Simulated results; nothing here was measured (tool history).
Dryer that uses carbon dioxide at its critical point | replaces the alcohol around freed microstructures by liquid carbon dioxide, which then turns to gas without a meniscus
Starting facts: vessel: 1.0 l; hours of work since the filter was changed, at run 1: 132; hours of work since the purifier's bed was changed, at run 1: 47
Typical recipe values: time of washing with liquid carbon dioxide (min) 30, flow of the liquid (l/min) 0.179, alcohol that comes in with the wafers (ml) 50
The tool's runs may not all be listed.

| run | hour | time of washing with liquid carbon dioxide (min) | flow of the liquid (l/min) | alcohol that comes in with the wafers (ml) | hours of work since the filter was changed | hours of work since the purifier's bed was changed | alcohol left in the vessel before it's heated (ppm by volume) |
|---|---|---|---|---|---|---|---|
| 1 | 0.0 | 30 | 0.179 | 50 | 132 | 47 | 440 |
| 2 | 9.4 | 30 | 0.179 | 50 | 137 | 52 | 441 |
| 3 | 18.0 | 30 | 0.179 | 50 | 141 | 56 | 464 |
| 4 | 25.9 | 30 | 0.179 | 28 | 145 | 60 | 264 |
| 5 | 41.9 | 30 | 0.161 | 28 | 153 | 68 | 434 |
| 6 | 49.6 | 30 | 0.179 | 67 | 157 | 72 | 616 |
| 7 | 63.7 | 30 | 0.179 | 67 | 164 | 79 | 638 |
| 8 | 73.3 | 30 | 0.179 | 67 | 169 | 84 | 635 |
| 9 | 91.7 | 30 | 0.253 | 50 | 178 | 93 | 85 |
| 10 | 105.2 | 30 | 0.179 | 50 | 185 | 100 | 506 |
| 11 | 116.7 | 30 | 0.179 | 50 | 191 | 106 | 497 |
| 12 | 124.9 | 30 | 0.179 | 50 | 195 | 110 | 489 |
| 13 | 133.0 | 30 | 0.179 | 50 | 199 | 114 | 497 |
| 14 | 147.1 | 30 | 0.179 | 50 | 206 | 121 | 506 |
| 15 | 156.9 | 30 | 0.179 | 50 | 211 | 126 | 517 |
| 16 | 174.2 | 30 | 0.179 | 50 | 220 | 134 | 523 |
| 17 | 183.0 | 30 | 0.179 | 50 | 224 | 139 | 529 |
| 18 | 195.2 | 30 | 0.179 | 50 | 230 | 145 | 519 |
| 19 | 213.4 | 30 | 0.179 | 50 | 239 | 154 | 532 |
| 20 | 226.8 | 30 | 0.179 | 50 | 246 | 161 | 530 |
| 21 | 245.2 | 38 | 0.179 | 50 | 255 | 170 | 191 |
| 22 | 254.7 | 38 | 0.179 | 50 | 260 | 175 | 197 |
| 23 | 267.9 | 38 | 0.179 | 50 | 267 | 181 | 184 |
| 24 | 278.2 | 38 | 0.179 | 50 | 272 | 187 | 201 |
| 25 | 290.7 | 38 | 0.179 | 50 | 278 | 193 | 204 |
|  | 301.2 | inlet filter changed |
| 26 | 309.9 | 46 | 0.179 | 40 | 4 | 202 | 76 |
| 27 | 324.3 | 46 | 0.179 | 40 | 12 | 209 | 74 |
| 28 | 340.5 | 30 | 0.119 | 40 | 20 | 217 | 1773 |
| 29 | 351.3 | 26 | 0.119 | 40 | 25 | 223 | 2647 |
| 30 | 359.3 | 18 | 0.179 | 60 | 29 | 227 | 3429 |
| 31 | 377.6 | 18 | 0.179 | 60 | 38 | 236 | 3448 |
| 32 | 388.0 | 22 | 0.153 | 69 | 44 | 241 | 3480 |
| 33 | 399.3 | 22 | 0.153 | 69 | 49 | 247 | 3631 |
| 34 | 414.7 | 43 | 0.135 | 69 | 57 | 254 | 480 |
| 35 | 431.0 | 43 | 0.134 | 25 | 65 | 263 | 225 |
| 36 | 440.4 | 30 | 0.144 | 24 | 70 | 267 | 596 |
| 37 | 453.5 | 30 | 0.189 | 39 | 76 | 274 | 325 |
| 38 | 464.6 | 30 | 0.189 | 39 | 82 | 280 | 332 |
| 39 | 474.4 | 30 | 0.189 | 55 | 87 | 284 | 428 |
| 40 | 489.3 | 23 | 0.218 | 55 | 94 | 292 | 696 |
| 41 | 506.1 | 24 | 0.147 | 39 | 103 | 300 | 1819 |
| 42 | 520.0 | 24 | 0.197 | 25 | 110 | 307 | 460 |
| 43 | 535.5 | 30 | 0.197 | 25 | 118 | 315 | 213 |
| 44 | 552.4 | 34 | 0.228 | 30 | 126 | 324 | 120 |
| 45 | 567.7 | 34 | 0.228 | 30 | 134 | 331 | 115 |
| 46 | 577.5 | 29 | 0.118 | 70 | 139 | 336 | 3688 |
| 47 | 589.5 | 29 | 0.118 | 70 | 145 | 342 | 3736 |

What if the next run were any one of these 3? Each begins from the tool's condition after run 47:
| A | 607.9 | 29 | 0.118 | 45 | 154 | 351 | ? |
| B | 607.9 | 30 | 0.183 | 50 | 154 | 351 | ? |
| C | 607.9 | 38 | 0.179 | 52 | 154 | 351 | ? |

| run | alcohol left in the vessel before it's heated (ppm by volume) |
|---|---|
| A | 2421 |
| B | 500 |
| C | 231 |
Had the tool no hidden state, the same runs would have come out as:
| run | alcohol left in the vessel before it's heated (ppm by volume) |
|---|---|
| A | 2092 |
| B | 349 |
| C | 120 |

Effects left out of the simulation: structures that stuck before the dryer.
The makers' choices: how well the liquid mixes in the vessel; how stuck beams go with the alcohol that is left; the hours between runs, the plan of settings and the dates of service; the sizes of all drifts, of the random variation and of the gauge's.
